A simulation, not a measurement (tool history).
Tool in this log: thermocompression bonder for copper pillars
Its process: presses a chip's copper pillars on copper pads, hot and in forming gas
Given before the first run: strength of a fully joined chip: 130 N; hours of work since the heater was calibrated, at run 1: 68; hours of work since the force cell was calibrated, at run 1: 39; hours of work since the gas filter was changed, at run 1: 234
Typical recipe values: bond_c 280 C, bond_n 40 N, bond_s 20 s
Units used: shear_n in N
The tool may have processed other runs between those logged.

run,hour,bond_c,bond_n,bond_s,hours of work since the heater was calibrated,hours of work since the force cell was calibrated,hours of work since the gas filter was changed,shear_n
1,0,280,40,20,68,39,234,52.8
2,14.5,280,40,13,75,46,242,44.4
3,35.9,280,40,13,86,57,252,44.1
4,57.1,280,39,20,97,68,263,50.4
5,69,280,40,42,103,74,269,67.2
6,87.1,280,40,42,112,83,279,68.1
# hour 100.3: forming gas filter changed
7,100.5,280,40,22,118,90,0,55.9
8,114,280,54,22,125,97,7,75.5
9,130,280,54,22,134,105,15,73.4
10,147.5,280,40,21,142,114,24,55.6
11,171.3,280,40,21,155,126,36,53.6
12,183,268,40,20,161,132,42,46.3
13,203.4,268,40,20,171,142,53,45.7
14,219.2,268,40,20,179,150,61,45.8
15,229.8,268,40,20,184,156,66,45.2
16,252.2,268,40,20,196,167,77,45.1
17,263.6,268,40,20,202,173,83,45.8
18,278.5,268,40,20,209,181,91,44.8
19,294.6,280,40,49,217,189,99,70.8
20,310.2,280,40,20,225,197,107,52.7
21,328.7,280,49,32,235,206,116,76.4
22,346.9,301,53,32,244,215,126,94.6
23,364.1,278,53,56,253,224,134,92.5
24,381.7,253,40,23,262,233,143,38.2
25,393,267,28,39,267,239,149,36.9
26,413.2,273,36,53,278,249,159,59.9
27,433.6,273,36,53,288,260,170,60.5
28,455.7,273,36,53,299,271,181,59.1
29,475,273,36,53,309,281,191,59.4
30,493.7,251,36,53,319,290,200,44.3
31,504.4,291,40,14,324,296,206,50.6
32,518.2,291,40,14,331,303,213,50.9
33,540.2,291,40,14,342,314,224,50.6
34,556.9,280,40,20,351,322,233,50.8
35,567.3,280,40,20,356,328,238,50.2
36,583.1,298,32,30,364,336,246,56.3
37,593.7,298,32,30,370,341,251,55
38,606.8,298,32,30,376,348,258,55.8
39,627.4,298,32,30,387,358,268,55.8
40,640.2,268,30,48,393,365,275,43.8

Consider 4 possible next runs. They are alternatives, not a sequence: every one starts from the tool as it was left by run 40. What does each give?
A,658.9,301,30,10,403,374,285,?
B,658.9,254,40,20,403,374,285,?
C,658.9,306,30,48,403,374,285,?
D,658.9,280,34,20,403,374,285,?

run,shear_n
A,34.6
B,34.7
C,67.3
D,41.3
Had the tool no hidden state, the same runs would have come out as:
run,shear_n
A,39.1
B,39.6
C,74.2
D,46.6
